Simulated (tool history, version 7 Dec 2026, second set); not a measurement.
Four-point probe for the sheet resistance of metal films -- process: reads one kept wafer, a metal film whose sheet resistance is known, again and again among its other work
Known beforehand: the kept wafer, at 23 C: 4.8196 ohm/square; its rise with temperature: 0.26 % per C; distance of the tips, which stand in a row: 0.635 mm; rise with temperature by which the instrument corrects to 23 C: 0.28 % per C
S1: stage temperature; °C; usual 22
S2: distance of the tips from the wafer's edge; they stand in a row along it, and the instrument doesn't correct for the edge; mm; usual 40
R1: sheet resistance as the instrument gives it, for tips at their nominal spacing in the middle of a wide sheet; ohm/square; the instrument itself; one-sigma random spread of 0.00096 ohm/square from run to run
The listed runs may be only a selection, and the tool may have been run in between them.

{"run": 1, "hour": 0.0, "S1": 22, "S2": 40, "R1": 4.819449}
{"run": 2, "hour": 44.0, "S1": 22, "S2": 40, "R1": 4.817552}
{"run": 3, "hour": 77.8, "S1": 22, "S2": 40, "R1": 4.818202}
{"run": 4, "hour": 126.6, "S1": 22, "S2": 40, "R1": 4.815071}
{"run": 5, "hour": 170.1, "S1": 22, "S2": 40, "R1": 4.814711}
{"run": 6, "hour": 207.8, "S1": 22, "S2": 40, "R1": 4.814422}
{"run": 7, "hour": 254.3, "S1": 22, "S2": 40, "R1": 4.814534}
{"run": 8, "hour": 300.6, "S1": 22, "S2": 40, "R1": 4.813898}
{"run": 9, "hour": 332.4, "S1": 30, "S2": 40, "R1": 4.806922}
{"run": 10, "hour": 361.8, "S1": 30, "S2": 40, "R1": 4.808307}
{"run": 11, "hour": 385.5, "S1": 18, "S2": 10, "R1": 4.824559}
{"run": 12, "hour": 433.6, "S1": 18, "S2": 10, "R1": 4.825015}
{"run": 13, "hour": 462.8, "S1": 18, "S2": 10, "R1": 4.824519}
{"run": 14, "hour": 490.8, "S1": 26, "S2": 11, "R1": 4.815208}
{"run": 15, "hour": 535.8, "S1": 27, "S2": 30, "R1": 4.805877}
{"run": 16, "hour": 578.4, "S1": 32, "S2": 11, "R1": 4.810032}
{"run": 17, "hour": 610.4, "S1": 24, "S2": 58, "R1": 4.806305}
{"run": 18, "hour": 632.6, "S1": 24, "S2": 6, "R1": 4.834317}
{"run": 19, "hour": 658.9, "S1": 21, "S2": 53, "R1": 4.810409}

For each run, the measured value with the value that run would have given without the tool's hidden condition subtracted. The run-to-run variation is shared by both, the gauge scatter possibly not:
The tool's hidden condition here consists of: inner tips' distance over the nominal, %; tips' flats over new ones', %; wafer's true temperature over the reading, C; drift of the gauge itself on sheet_ohm, %.
run=1 R1=-0.002387
run=2 R1=-0.003044
run=3 R1=-0.003528
run=4 R1=-0.004361
run=5 R1=-0.005074
run=6 R1=-0.005667
run=7 R1=-0.006452
run=8 R1=-0.007139
run=9 R1=-0.007667
run=10 R1=-0.008103
run=11 R1=-0.008553
run=12 R1=-0.009265
run=13 R1=-0.009728
run=14 R1=-0.010149
run=15 R1=-0.010797
run=16 R1=-0.011452
run=17 R1=-0.012034
run=18 R1=-0.012453
run=19 R1=-0.012845
